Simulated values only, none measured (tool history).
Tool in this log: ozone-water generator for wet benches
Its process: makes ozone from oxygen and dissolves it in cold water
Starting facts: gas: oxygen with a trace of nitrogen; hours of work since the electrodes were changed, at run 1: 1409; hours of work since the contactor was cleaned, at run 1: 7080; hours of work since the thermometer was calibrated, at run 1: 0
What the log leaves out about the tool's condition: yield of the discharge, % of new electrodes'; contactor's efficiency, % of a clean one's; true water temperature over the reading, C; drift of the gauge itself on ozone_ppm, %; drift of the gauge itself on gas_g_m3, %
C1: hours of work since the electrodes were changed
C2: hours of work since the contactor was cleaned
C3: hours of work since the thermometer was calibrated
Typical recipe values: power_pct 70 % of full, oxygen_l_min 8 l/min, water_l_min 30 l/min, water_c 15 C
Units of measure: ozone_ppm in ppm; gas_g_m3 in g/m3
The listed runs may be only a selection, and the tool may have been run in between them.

Run 1, day 0: usual settings; C1 1409; C2 7080; C3 0. Result: ozone_ppm 21.4 ppm, gas_g_m3 189.5 g/m3.
Run 2, day 7.117: usual settings but water_l_min 21 l/min; C1 1511; C2 7183; C3 103. Result: ozone_ppm 28.8 ppm, gas_g_m3 188 g/m3.
Run 3, day 12.783: usual settings but water_l_min 21 l/min; C1 1593; C2 7265; C3 184. Result: ozone_ppm 28.7 ppm, gas_g_m3 188.8 g/m3.
Run 4, day 19.375: usual settings but oxygen_l_min 4.61 l/min, water_l_min 21 l/min; C1 1688; C2 7360; C3 279. Result: ozone_ppm 30.2 ppm, gas_g_m3 268 g/m3.
Run 5, day 26.246: usual settings but oxygen_l_min 4.61 l/min, water_l_min 21 l/min, water_c 21 C; C1 1787; C2 7459; C3 378. Result: ozone_ppm 28.2 ppm, gas_g_m3 268.8 g/m3.
Run 6, day 33.496: usual settings but oxygen_l_min 4.61 l/min, water_l_min 21 l/min, water_c 21 C; C1 1892; C2 7563; C3 483. Result: ozone_ppm 28 ppm, gas_g_m3 267.1 g/m3.
Run 7, day 40.579: usual settings but oxygen_l_min 4.61 l/min, water_l_min 21 l/min, water_c 21 C; C1 1994; C2 7665; C3 585. Result: ozone_ppm 28.4 ppm, gas_g_m3 268.9 g/m3.
Run 8, day 48.417: usual settings; C1 2107; C2 7778; C3 698. Result: ozone_ppm 21.5 ppm, gas_g_m3 188.6 g/m3.
Run 9, day 57.267: usual settings; C1 2234; C2 7906; C3 825. Result: ozone_ppm 21.5 ppm, gas_g_m3 189.3 g/m3.
Run 10, day 63.808: usual settings; C1 2329; C2 8000; C3 920. Result: ozone_ppm 21.7 ppm, gas_g_m3 190.7 g/m3.
Run 11, day 68.942: usual settings; C1 2403; C2 8074; C3 994. Result: ozone_ppm 21.6 ppm, gas_g_m3 189 g/m3.
Run 12, day 75.35: usual settings; C1 2495; C2 8166; C3 1086. Result: ozone_ppm 21.5 ppm, gas_g_m3 187.9 g/m3.
Run 13, day 82.171: usual settings but oxygen_l_min 12.51 l/min; C1 2593; C2 8265; C3 1184. Result: ozone_ppm 20.5 ppm, gas_g_m3 141.2 g/m3.
Run 14, day 88.592: usual settings; C1 2686; C2 8357; C3 1277. Result: ozone_ppm 21.8 ppm, gas_g_m3 189.1 g/m3.
Run 15, day 96.671: usual settings; C1 2802; C2 8474; C3 1393. Result: ozone_ppm 21.4 ppm, gas_g_m3 189.1 g/m3.
Run 16, day 101.629: usual settings but power_pct 54 % of full, oxygen_l_min 9.58 l/min, water_l_min 20 l/min, water_c 9 C; C1 2874; C2 8545; C3 1465. Result: ozone_ppm 26 ppm, gas_g_m3 135.4 g/m3.
Run 17, day 109.258: usual settings but power_pct 54 % of full, oxygen_l_min 9.58 l/min, water_l_min 20 l/min, water_c 9 C; C1 2984; C2 8655; C3 1575. Result: ozone_ppm 25.9 ppm, gas_g_m3 135.3 g/m3.
Run 18, day 117.638: usual settings but power_pct 54 % of full, oxygen_l_min 9.58 l/min, water_l_min 20 l/min, water_c 9 C; C1 3104; C2 8776; C3 1696. Result: ozone_ppm 25.8 ppm, gas_g_m3 134.7 g/m3.
At day 119.854: contactor cleaned.
Run 19, day 127.612: usual settings but power_pct 45 % of full, oxygen_l_min 13.7 l/min, water_l_min 20 l/min, water_c 9 C; C1 3246; C2 112; C3 1837. Result: ozone_ppm 20.5 ppm, gas_g_m3 91.7 g/m3.
Run 20, day 133.625: usual settings but power_pct 95 % of full, oxygen_l_min 11.89 l/min, water_l_min 32 l/min, water_c 9 C; C1 3332; C2 198; C3 1924. Result: ozone_ppm 27.8 ppm, gas_g_m3 190.8 g/m3.
Run 21, day 142.496: usual settings but power_pct 52 % of full, oxygen_l_min 11.89 l/min, water_l_min 38 l/min, water_c 14 C; C1 3460; C2 326; C3 2052. Result: ozone_ppm 13.2 ppm, gas_g_m3 113.3 g/m3.
Run 22, day 146.621: usual settings but water_l_min 36 l/min; C1 3520; C2 386; C3 2111. Result: ozone_ppm 17.8 ppm, gas_g_m3 189.4 g/m3.
Run 23, day 153.596: usual settings but oxygen_l_min 6.74 l/min, water_l_min 35 l/min, water_c 19 C; C1 3620; C2 486; C3 2212. Result: ozone_ppm 17.8 ppm, gas_g_m3 212.5 g/m3.
Run 24, day 158.229: usual settings but oxygen_l_min 6.96 l/min, water_c 22 C; C1 3687; C2 553; C3 2278. Result: ozone_ppm 19.6 ppm, gas_g_m3 205.9 g/m3.
Run 25, day 162.504: usual settings but power_pct 46 % of full, oxygen_l_min 4.38 l/min, water_l_min 25 l/min, water_c 14 C; C1 3749; C2 615; C3 2340. Result: ozone_ppm 18.4 ppm, gas_g_m3 194.6 g/m3.
Run 26, day 170.471: usual settings but power_pct 81 % of full, water_c 13 C; C1 3864; C2 730; C3 2455. Result: ozone_ppm 25 ppm, gas_g_m3 211.4 g/m3.
Run 27, day 178.017: usual settings but power_pct 82 % of full; C1 3972; C2 838; C3 2564. Result: ozone_ppm 24.6 ppm, gas_g_m3 215.6 g/m3.
Run 28, day 183.854: usual settings but power_pct 82 % of full; C1 4057; C2 923; C3 2648. Result: ozone_ppm 24.7 ppm, gas_g_m3 214.2 g/m3.

Forecast each of these 4 alternatives for the next run:
Run A, day 188.683: usual settings but power_pct 82 % of full, water_c 8 C; C1 4126; C2 992; C3 2717. Result: ozone_ppm ?, gas_g_m3 ?.
Run B, day 188.683: usual settings but power_pct 82 % of full, water_l_min 39 l/min, water_c 10 C; C1 4126; C2 992; C3 2717. Result: ozone_ppm ?, gas_g_m3 ?.
Run C, day 188.683: usual settings but water_l_min 47 l/min; C1 4126; C2 992; C3 2717. Result: ozone_ppm ?, gas_g_m3 ?.
Run D, day 188.683: usual settings but power_pct 46 % of full, water_c 20 C; C1 4126; C2 992; C3 2717. Result: ozone_ppm ?, gas_g_m3 ?.

run  ozone_ppm  gas_g_m3
  A       27.4     217.4
  B       20.6     215.3
  C       13.9     188.8
  D       14.2     131.4
Had the tool no hidden state, the same runs would have come out as:
run  ozone_ppm  gas_g_m3
  A       27.4     217.5
  B       20.6     215.5
  C       13.9     188.9
  D       14.2     131.4

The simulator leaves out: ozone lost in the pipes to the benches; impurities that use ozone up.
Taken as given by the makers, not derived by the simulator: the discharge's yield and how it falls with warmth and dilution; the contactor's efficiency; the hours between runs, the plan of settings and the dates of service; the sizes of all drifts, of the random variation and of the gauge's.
